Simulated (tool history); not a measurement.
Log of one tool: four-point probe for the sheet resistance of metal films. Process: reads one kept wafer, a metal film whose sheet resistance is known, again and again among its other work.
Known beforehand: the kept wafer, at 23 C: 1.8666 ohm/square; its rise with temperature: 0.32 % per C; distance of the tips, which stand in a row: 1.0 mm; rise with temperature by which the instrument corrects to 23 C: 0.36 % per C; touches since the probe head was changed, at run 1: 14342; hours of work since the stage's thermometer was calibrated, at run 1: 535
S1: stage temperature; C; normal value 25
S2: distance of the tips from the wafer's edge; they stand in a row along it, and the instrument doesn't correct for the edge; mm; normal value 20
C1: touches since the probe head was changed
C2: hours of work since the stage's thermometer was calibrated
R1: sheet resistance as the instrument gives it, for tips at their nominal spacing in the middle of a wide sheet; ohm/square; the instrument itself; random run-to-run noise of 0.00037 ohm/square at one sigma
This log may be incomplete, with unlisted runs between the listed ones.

{"run": 1, "hour": 0.0, "S1": 25, "S2": 20, "C1": 14342, "C2": 535, "R1": 1.86722}
{"run": 2, "hour": 13.0, "S1": 25, "S2": 20, "C1": 14992, "C2": 542, "R1": 1.867436}
{"run": 3, "hour": 29.5, "S1": 25, "S2": 56, "C1": 15818, "C2": 551, "R1": 1.86554}
{"run": 4, "hour": 40.3, "S1": 25, "S2": 20, "C1": 16361, "C2": 557, "R1": 1.867742}
{"run": 5, "hour": 64.1, "S1": 25, "S2": 48, "C1": 17552, "C2": 571, "R1": 1.865869}
{"run": 6, "hour": 74.6, "S1": 25, "S2": 48, "C1": 18081, "C2": 576, "R1": 1.865301}
{"run": 7, "hour": 87.2, "S1": 25, "S2": 48, "C1": 18709, "C2": 583, "R1": 1.865874}
{"run": 8, "hour": 103.1, "S1": 25, "S2": 45, "C1": 19506, "C2": 592, "R1": 1.865347}
{"run": 9, "hour": 118.9, "S1": 25, "S2": 45, "C1": 20299, "C2": 601, "R1": 1.865758}
{"run": 10, "hour": 134.1, "S1": 25, "S2": 20, "C1": 21060, "C2": 610, "R1": 1.867555}
{"run": 11, "hour": 156.3, "S1": 25, "S2": 20, "C1": 22169, "C2": 622, "R1": 1.867641}
{"run": 12, "hour": 176.9, "S1": 25, "S2": 24, "C1": 23204, "C2": 633, "R1": 1.866441}
{"run": 13, "hour": 193.1, "S1": 25, "S2": 24, "C1": 24011, "C2": 642, "R1": 1.866803}
{"run": 14, "hour": 211.9, "S1": 25, "S2": 4, "C1": 24953, "C2": 653, "R1": 1.925974}
{"run": 15, "hour": 228.8, "S1": 19, "S2": 4, "C1": 25803, "C2": 662, "R1": 1.930587}
{"run": 16, "hour": 242.5, "S1": 19, "S2": 4, "C1": 26489, "C2": 670, "R1": 1.930628}
{"run": 17, "hour": 259.9, "S1": 19, "S2": 4, "C1": 27360, "C2": 680, "R1": 1.930487}
{"run": 18, "hour": 283.5, "S1": 19, "S2": 4, "C1": 28542, "C2": 693, "R1": 1.930567}
{"run": 19, "hour": 297.7, "S1": 19, "S2": 4, "C1": 29250, "C2": 701, "R1": 1.931088}
{"run": 20, "hour": 323.9, "S1": 19, "S2": 4, "C1": 30566, "C2": 715, "R1": 1.931198}
{"run": 21, "hour": 349.7, "S1": 19, "S2": 4, "C1": 31855, "C2": 730, "R1": 1.931102}
{"run": 22, "hour": 375.7, "S1": 31, "S2": 4, "C1": 33159, "C2": 744, "R1": 1.921238}
{"run": 23, "hour": 394.5, "S1": 19, "S2": 14, "C1": 34102, "C2": 755, "R1": 1.875385}
{"run": 24, "hour": 419.0, "S1": 19, "S2": 14, "C1": 35328, "C2": 768, "R1": 1.875252}
{"run": 25, "hour": 432.7, "S1": 19, "S2": 14, "C1": 36012, "C2": 776, "R1": 1.874435}
{"run": 26, "hour": 447.1, "S1": 19, "S2": 14, "C1": 36734, "C2": 784, "R1": 1.874408}
{"run": 27, "hour": 457.6, "S1": 25, "S2": 4, "C1": 37263, "C2": 790, "R1": 1.925258}
{"run": 28, "hour": 476.1, "S1": 22, "S2": 4, "C1": 38189, "C2": 800, "R1": 1.928318}
{"run": 29, "hour": 490.5, "S1": 22, "S2": 4, "C1": 38909, "C2": 808, "R1": 1.92863}
{"run": 30, "hour": 509.1, "S1": 22, "S2": 4, "C1": 39838, "C2": 818, "R1": 1.927716}
{"run": 31, "hour": 525.0, "S1": 22, "S2": 7, "C1": 40636, "C2": 827, "R1": 1.887069}
{"run": 32, "hour": 544.7, "S1": 27, "S2": 12, "C1": 41624, "C2": 838, "R1": 1.870408}
{"run": 33, "hour": 564.7, "S1": 21, "S2": 52, "C1": 42623, "C2": 849, "R1": 1.86883}
{"run": 34, "hour": 587.5, "S1": 34, "S2": 5, "C1": 43767, "C2": 862, "R1": 1.89722}
{"run": 35, "hour": 607.6, "S1": 32, "S2": 5, "C1": 44773, "C2": 873, "R1": 1.899317}
{"run": 36, "hour": 625.6, "S1": 30, "S2": 5, "C1": 45673, "C2": 883, "R1": 1.90108}
{"run": 37, "hour": 637.2, "S1": 29, "S2": 30, "C1": 46256, "C2": 890, "R1": 1.863454}
{"run": 38, "hour": 661.0, "S1": 29, "S2": 30, "C1": 47447, "C2": 903, "R1": 1.862926}
{"run": 39, "hour": 677.9, "S1": 21, "S2": 57, "C1": 48292, "C2": 912, "R1": 1.868328}
{"run": 40, "hour": 692.6, "S1": 21, "S2": 57, "C1": 49030, "C2": 920, "R1": 1.869598}
{"run": 41, "hour": 706.9, "S1": 29, "S2": 5, "C1": 49748, "C2": 928, "R1": 1.901473}
{"run": 42, "hour": 732.8, "S1": 29, "S2": 5, "C1": 51044, "C2": 943, "R1": 1.901962}
{"run": 43, "hour": 748.7, "S1": 24, "S2": 5, "C1": 51838, "C2": 952, "R1": 1.905682}
{"run": 44, "hour": 768.7, "S1": 27, "S2": 7, "C1": 52842, "C2": 963, "R1": 1.883351}

4 ways to go on from here, each from the tool as it stands after run 44. What would each give?
{"run": "A", "hour": 785.1, "S1": 25, "S2": 4, "C1": 53661, "C2": 972, "R1": "?"}
{"run": "B", "hour": 785.1, "S1": 32, "S2": 23, "C1": 53661, "C2": 972, "R1": "?"}
{"run": "C", "hour": 785.1, "S1": 18, "S2": 8, "C1": 53661, "C2": 972, "R1": "?"}
{"run": "D", "hour": 785.1, "S1": 27, "S2": 15, "C1": 53661, "C2": 972, "R1": "?"}

run=A R1=1.924988
run=B R1=1.862522
run=C R1=1.885895
run=D R1=1.868351
Without the tool's unlogged condition, the same runs would have read:
run=A R1=1.924896
run=B R1=1.862432
run=C R1=1.885804
run=D R1=1.868261
